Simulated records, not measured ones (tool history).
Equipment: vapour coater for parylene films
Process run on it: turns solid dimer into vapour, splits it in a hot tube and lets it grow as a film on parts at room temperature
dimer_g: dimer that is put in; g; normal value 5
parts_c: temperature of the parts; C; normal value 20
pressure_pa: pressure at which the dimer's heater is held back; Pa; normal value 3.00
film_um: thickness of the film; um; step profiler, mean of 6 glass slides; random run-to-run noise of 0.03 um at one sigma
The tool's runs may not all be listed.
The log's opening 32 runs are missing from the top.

{"run": 33, "hour": 591.6, "dimer_g": 3, "parts_c": 25, "pressure_pa": 4.2, "film_um": 1.25}
{"run": 34, "hour": 612.0, "dimer_g": 5, "parts_c": 20, "pressure_pa": 3.0, "film_um": 2.7}
{"run": 35, "hour": 636.9, "dimer_g": 5, "parts_c": 20, "pressure_pa": 4.77, "film_um": 2.54}
{"run": 36, "hour": 658.9, "dimer_g": 5, "parts_c": 20, "pressure_pa": 4.77, "film_um": 2.54}
{"run": 37, "hour": 674.8, "dimer_g": 6, "parts_c": 25, "pressure_pa": 4.65, "film_um": 2.53}
{"run": 38, "hour": 693.2, "dimer_g": 6, "parts_c": 30, "pressure_pa": 3.42, "film_um": 2.01}
{"run": 39, "hour": 712.4, "dimer_g": 6, "parts_c": 30, "pressure_pa": 3.22, "film_um": 2.05}
{"run": 40, "hour": 733.4, "dimer_g": 5, "parts_c": 20, "pressure_pa": 3.0, "film_um": 2.77}
{"run": 41, "hour": 754.4, "dimer_g": 5, "parts_c": 20, "pressure_pa": 3.0, "film_um": 2.73}
{"run": 42, "hour": 778.2, "dimer_g": 3, "parts_c": 25, "pressure_pa": 7.14, "film_um": 1.13}
{"run": 43, "hour": 795.1, "dimer_g": 5, "parts_c": 12, "pressure_pa": 3.0, "film_um": 4.07}

Run 44, settings as shown, results not yet in. Your forecast:
{"run": 44, "hour": 811.1, "dimer_g": 4, "parts_c": 20, "pressure_pa": 3.0, "film_um": "?"}

film_um: 2.12 um
Take away the tool's hidden state, keep the run-to-run variation as it was, and the same run would have given film_um 2.13 um.
